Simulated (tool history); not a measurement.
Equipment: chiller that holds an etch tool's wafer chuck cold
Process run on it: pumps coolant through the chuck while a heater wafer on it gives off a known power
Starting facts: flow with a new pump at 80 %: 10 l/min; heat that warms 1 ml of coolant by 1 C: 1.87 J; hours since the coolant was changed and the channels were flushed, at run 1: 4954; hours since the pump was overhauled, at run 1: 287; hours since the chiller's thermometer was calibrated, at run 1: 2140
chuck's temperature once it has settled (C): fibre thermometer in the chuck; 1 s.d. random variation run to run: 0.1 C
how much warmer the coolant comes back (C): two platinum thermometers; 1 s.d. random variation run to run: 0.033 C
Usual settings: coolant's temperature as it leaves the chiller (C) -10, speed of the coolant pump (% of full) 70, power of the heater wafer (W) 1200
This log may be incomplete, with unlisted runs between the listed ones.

| run | hour | coolant's temperature as it leaves the chiller (C) | speed of the coolant pump (% of full) | power of the heater wafer (W) | hours since the coolant was changed and the channels were flushed | hours since the pump was overhauled | hours since the chiller's thermometer was calibrated | chuck's temperature once it has settled (C) | how much warmer the coolant comes back (C) |
|---|---|---|---|---|---|---|---|---|---|
| 1 | 0.0 | -10 | 70 | 1200 | 4954 | 287 | 2140 | 0.4 | 4.46 |
| 2 | 45.6 | -10 | 70 | 1200 | 5000 | 332 | 2186 | 0.3 | 4.44 |
| 3 | 99.5 | -10 | 70 | 1200 | 5053 | 386 | 2240 | 0.5 | 4.50 |
| 4 | 147.8 | -10 | 70 | 1200 | 5102 | 434 | 2288 | 0.4 | 4.51 |
| 5 | 197.7 | -10 | 92 | 1200 | 5152 | 484 | 2338 | -1.4 | 3.28 |
| 6 | 229.1 | -10 | 70 | 1200 | 5183 | 516 | 2370 | 0.4 | 4.46 |
| 7 | 265.2 | -10 | 70 | 1200 | 5219 | 552 | 2406 | 0.3 | 4.48 |
| 8 | 297.0 | -10 | 99 | 1200 | 5251 | 584 | 2437 | -2.0 | 3.10 |
| 9 | 329.3 | -10 | 99 | 1200 | 5283 | 616 | 2470 | -2.0 | 3.12 |
| 10 | 367.0 | -10 | 70 | 1268 | 5321 | 654 | 2507 | 0.9 | 4.76 |
| 11 | 394.9 | -10 | 70 | 1268 | 5349 | 682 | 2535 | 1.0 | 4.77 |
| 12 | 436.2 | -10 | 70 | 1268 | 5390 | 723 | 2577 | 1.1 | 4.71 |
| 13 | 480.7 | -10 | 93 | 1200 | 5435 | 767 | 2621 | -1.4 | 3.29 |
| 14 | 505.8 | -10 | 70 | 1200 | 5460 | 792 | 2646 | 0.6 | 4.47 |
| 15 | 540.3 | -10 | 70 | 1200 | 5494 | 827 | 2681 | 0.7 | 4.51 |
| 16 | 597.5 | -10 | 70 | 1200 | 5551 | 884 | 2738 | 0.4 | 4.53 |
| 17 | 635.4 | -10 | 70 | 1200 | 5589 | 922 | 2776 | 0.4 | 4.50 |
| 18 | 671.1 | -18 | 75 | 626 | 5625 | 958 | 2812 | -12.6 | 2.15 |
| 19 | 697.3 | -18 | 75 | 626 | 5651 | 984 | 2838 | -12.5 | 2.19 |
| 20 | 732.2 | -10 | 76 | 1603 | 5686 | 1019 | 2873 | 3.2 | 5.53 |
| 21 | 760.8 | -10 | 76 | 1603 | 5715 | 1047 | 2901 | 3.3 | 5.49 |
| 22 | 811.6 | -10 | 89 | 1603 | 5766 | 1098 | 2952 | 1.8 | 4.59 |
| 23 | 840.2 | -10 | 89 | 1603 | 5794 | 1127 | 2981 | 1.9 | 4.67 |
| 24 | 884.0 | -7 | 66 | 762 | 5838 | 1171 | 3024 | 0.1 | 3.08 |
| 25 | 937.4 | -10 | 84 | 1631 | 5891 | 1224 | 3078 | 2.6 | 5.07 |
| 26 | 994.1 | -10 | 84 | 1631 | 5948 | 1281 | 3135 | 2.9 | 4.96 |
| 27 | 1029.2 | -16 | 81 | 613 | 5983 | 1316 | 3170 | -11.0 | 1.94 |
| 28 | 1056.0 | -6 | 79 | 1043 | 6010 | 1343 | 3196 | 2.7 | 3.44 |
| 29 | 1088.7 | -2 | 98 | 622 | 6043 | 1375 | 3229 | 2.4 | 1.60 |

Here are 4 independent what-if runs from the current tool condition. What would each one return?
| A | 1131.5 | -5 | 67 | 622 | 6085 | 1418 | 3272 | ? | ? |
| B | 1131.5 | -18 | 70 | 1077 | 6085 | 1418 | 3272 | ? | ? |
| C | 1131.5 | 0 | 70 | 708 | 6085 | 1418 | 3272 | ? | ? |
| D | 1131.5 | -18 | 71 | 1175 | 6085 | 1418 | 3272 | ? | ? |

| run | chuck's temperature once it has settled (C) | how much warmer the coolant comes back (C) |
|---|---|---|
| A | 1.0 | 2.51 |
| B | -8.3 | 4.06 |
| C | 6.7 | 2.60 |
| D | -7.3 | 4.37 |
Had the tool no hidden state, the same runs would have come out as:
| run | chuck's temperature once it has settled (C) | how much warmer the coolant comes back (C) |
|---|---|---|
| A | -0.1 | 2.47 |
| B | -9.9 | 4.00 |
| C | 5.5 | 2.56 |
| D | -9.0 | 4.30 |
